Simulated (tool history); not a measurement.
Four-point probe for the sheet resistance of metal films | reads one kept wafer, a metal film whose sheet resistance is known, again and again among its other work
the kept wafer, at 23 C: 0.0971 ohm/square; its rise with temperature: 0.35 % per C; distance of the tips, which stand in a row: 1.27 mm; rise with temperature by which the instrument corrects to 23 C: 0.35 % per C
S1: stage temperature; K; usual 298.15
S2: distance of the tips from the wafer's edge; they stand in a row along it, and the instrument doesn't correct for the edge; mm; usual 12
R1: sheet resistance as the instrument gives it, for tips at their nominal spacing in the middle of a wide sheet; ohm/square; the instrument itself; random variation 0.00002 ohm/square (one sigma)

{"run": 1, "day": 0.0, "S1": 298.15, "S2": 12, "R1": 0.097602}
{"run": 2, "day": 0.812, "S1": 298.15, "S2": 12, "R1": 0.09761}
{"run": 3, "day": 1.8, "S1": 298.15, "S2": 10, "R1": 0.097843}
{"run": 4, "day": 2.621, "S1": 298.15, "S2": 10, "R1": 0.097861}
{"run": 5, "day": 3.854, "S1": 298.15, "S2": 10, "R1": 0.097839}
{"run": 6, "day": 5.183, "S1": 298.15, "S2": 12, "R1": 0.09755}
{"run": 7, "day": 5.925, "S1": 298.15, "S2": 12, "R1": 0.097561}
{"run": 8, "day": 7.029, "S1": 298.15, "S2": 12, "R1": 0.097555}
{"run": 9, "day": 8.2, "S1": 298.15, "S2": 12, "R1": 0.097539}
{"run": 10, "day": 9.304, "S1": 298.15, "S2": 12, "R1": 0.097521}
{"run": 11, "day": 10.592, "S1": 298.15, "S2": 21, "R1": 0.097143}
{"run": 12, "day": 11.65, "S1": 298.15, "S2": 12, "R1": 0.097503}
{"run": 13, "day": 12.533, "S1": 308.15, "S2": 12, "R1": 0.097449}
{"run": 14, "day": 13.467, "S1": 298.15, "S2": 12, "R1": 0.097488}
{"run": 15, "day": 14.658, "S1": 293.15, "S2": 15, "R1": 0.097325}
{"run": 16, "day": 15.538, "S1": 303.15, "S2": 18, "R1": 0.097155}
{"run": 17, "day": 16.412, "S1": 296.15, "S2": 19, "R1": 0.097161}
{"run": 18, "day": 17.204, "S1": 292.15, "S2": 7, "R1": 0.098625}
{"run": 19, "day": 17.938, "S1": 292.15, "S2": 7, "R1": 0.098618}
{"run": 20, "day": 18.938, "S1": 306.15, "S2": 12, "R1": 0.097421}
{"run": 21, "day": 19.708, "S1": 302.15, "S2": 9, "R1": 0.097918}
{"run": 22, "day": 20.942, "S1": 291.15, "S2": 24, "R1": 0.097045}
{"run": 23, "day": 21.754, "S1": 291.15, "S2": 6, "R1": 0.099207}
{"run": 24, "day": 22.812, "S1": 292.15, "S2": 51, "R1": 0.096963}
{"run": 25, "day": 23.554, "S1": 295.15, "S2": 15, "R1": 0.09723}
{"run": 26, "day": 24.608, "S1": 301.15, "S2": 36, "R1": 0.096908}
{"run": 27, "day": 25.338, "S1": 301.15, "S2": 36, "R1": 0.0969}

Forecast each of these 5 alternatives for the next run:
{"run": "A", "day": 26.646, "S1": 303.15, "S2": 6, "R1": "?"}
{"run": "B", "day": 26.646, "S1": 298.15, "S2": 7, "R1": "?"}
{"run": "C", "day": 26.646, "S1": 295.15, "S2": 36, "R1": "?"}
{"run": "D", "day": 26.646, "S1": 297.15, "S2": 36, "R1": "?"}
{"run": "E", "day": 26.646, "S1": 308.15, "S2": 36, "R1": "?"}

run=A R1=0.099091
run=B R1=0.098521
run=C R1=0.096886
run=D R1=0.096887
run=E R1=0.096880
Without the tool's hidden state the same runs would have given:
run=A R1=0.099350
run=B R1=0.098778
run=C R1=0.097139
run=D R1=0.097140
run=E R1=0.097133
